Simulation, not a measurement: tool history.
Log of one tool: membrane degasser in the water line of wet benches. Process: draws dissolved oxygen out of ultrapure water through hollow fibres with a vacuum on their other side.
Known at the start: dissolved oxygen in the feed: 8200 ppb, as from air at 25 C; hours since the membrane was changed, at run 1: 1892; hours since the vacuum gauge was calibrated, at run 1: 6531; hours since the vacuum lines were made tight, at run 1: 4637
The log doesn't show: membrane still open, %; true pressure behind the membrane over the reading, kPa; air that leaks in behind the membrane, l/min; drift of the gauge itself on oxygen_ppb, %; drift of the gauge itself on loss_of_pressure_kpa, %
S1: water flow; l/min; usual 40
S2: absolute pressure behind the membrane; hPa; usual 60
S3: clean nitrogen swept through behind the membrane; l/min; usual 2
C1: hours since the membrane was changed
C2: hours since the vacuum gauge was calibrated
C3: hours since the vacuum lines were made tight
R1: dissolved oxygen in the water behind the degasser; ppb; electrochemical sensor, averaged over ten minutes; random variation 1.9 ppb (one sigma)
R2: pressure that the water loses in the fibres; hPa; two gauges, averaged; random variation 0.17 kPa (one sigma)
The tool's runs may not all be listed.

run,day,S1,S2,S3,C1,C2,C3,R1,R2
1,0,40,60,2,1892,6531,4637,214.7,288.8
# day 1.362: seals of the vacuum lines changed
2,3.429,40,60,2,1972,6612,50,217,289.5
3,6.479,40,60,2,2045,6685,123,218.8,291.7
4,9.462,40,60,2,2117,6756,194,214.8,290.1
5,11.838,40,60,2,2174,6814,251,216.1,289.6
6,15.088,40,60,2,2252,6892,329,216.4,286.8
7,18.571,40,60,2,2335,6975,413,217.5,290.7
8,21.225,62,114.9,1.74,2399,7039,477,825.8,452.7
9,23.329,50,129.2,0.9,2450,7089,527,1089.6,359.4
10,25.729,50,129.2,0.9,2507,7147,585,1085.2,364.1

Forecast run 11:
11,27.804,29,63.1,4.1,2557,7197,635,?,?

R1: 85.8 ppb
R2: 211.2 hPa
Without the tool's hidden state the same run would have given R1 74 ppb, R2 206.1 hPa.
